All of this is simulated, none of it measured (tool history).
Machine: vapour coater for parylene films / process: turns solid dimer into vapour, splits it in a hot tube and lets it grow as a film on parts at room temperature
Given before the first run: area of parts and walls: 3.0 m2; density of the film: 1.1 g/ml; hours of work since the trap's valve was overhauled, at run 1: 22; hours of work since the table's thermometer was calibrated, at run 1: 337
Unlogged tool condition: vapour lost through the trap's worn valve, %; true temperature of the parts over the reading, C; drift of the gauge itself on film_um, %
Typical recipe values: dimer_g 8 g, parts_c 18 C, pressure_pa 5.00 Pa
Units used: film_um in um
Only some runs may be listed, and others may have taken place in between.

run   hour  dimer_g  parts_c  pressure_pa  hours of work since the trap's valve was overhauled  hours of work since the table's thermometer was calibrated  film_um
  1    0.0        8       18         5.00                                                   22                                                         337     1.44
  2   23.2        8       18         5.00                                                   40                                                         356     1.47
  3   49.1        8       18         5.00                                                   61                                                         376     1.42
  4   69.7        8       18         2.44                                                   78                                                         393     1.50
  5   93.1        8       18         2.44                                                   96                                                         412     1.51
  6  109.4        8       18         2.44                                                  109                                                         425     1.49
  7  128.8        8       18         2.44                                                  125                                                         440     1.47
  8  149.1        8       18         2.18                                                  141                                                         456     1.48
  9  173.9        8       18         2.18                                                  161                                                         476     1.43
 10  186.1        8       18         2.18                                                  171                                                         486     1.46
 11  207.1        8       18         2.18                                                  187                                                         503     1.45
 12  231.6        8       18         5.00                                                  207                                                         522     1.36
 13  243.7        8       18         5.00                                                  217                                                         532     1.40
 14  263.3        8       18         5.00                                                  232                                                         548     1.34
 15  288.7        8       11         5.00                                                  253                                                         568     1.83
 16  308.9       10       18         5.00                                                  269                                                         584     1.70
 17  335.1       10       18         5.70                                                  290                                                         605     1.66
 18  357.7       10       18         5.70                                                  308                                                         623     1.64
 19  372.7       10       18         5.70                                                  320                                                         635     1.64
 20  392.1       10       18         5.70                                                  335                                                         650     1.61
 21  411.3       10       18         5.70                                                  350                                                         666     1.65
     431.8  -- trap's valve overhauled
 22  433.2       10       18         5.70                                                    1                                                         680     1.74
 23  450.4       10       18         5.70                                                   15                                                         694     1.75
 24  470.9        4       15         2.99                                                   31                                                         710     0.82
 25  492.2       13       17         4.15                                                   48                                                         727     2.39
 26  516.7       13       17         4.15                                                   68                                                         747     2.40
 27  529.7       13       17         4.15                                                   78                                                         757     2.36
 28  546.7        8       14         5.00                                                   92                                                         771     1.65
 29  570.4        5       25         7.68                                                  111                                                         790     0.63
 30  591.9        5       25         7.68                                                  128                                                         807     0.63
     594.7  -- table's thermometer calibrated
 31  606.8        5       25         7.68                                                  139                                                          10     0.61
 32  624.6        5       25         7.68                                                  153                                                          24     0.59
 33  645.7       12       15         4.32                                                  170                                                          41     2.29
 34  656.9        8       15         9.26                                                  179                                                          50     1.46
 35  673.5        8       13         9.26                                                  192                                                          63     1.61
 36  687.7        8       16         2.37                                                  204                                                          74     1.53

Predict the results of run 37:
     698.4  -- table's thermometer calibrated, once more
 37  704.0        7       18         7.26                                                  216                                                           4        ?

film_um: 1.20 um
On a tool with no hidden condition, and with the same random variation, this run would have come out at film_um 1.27 um.

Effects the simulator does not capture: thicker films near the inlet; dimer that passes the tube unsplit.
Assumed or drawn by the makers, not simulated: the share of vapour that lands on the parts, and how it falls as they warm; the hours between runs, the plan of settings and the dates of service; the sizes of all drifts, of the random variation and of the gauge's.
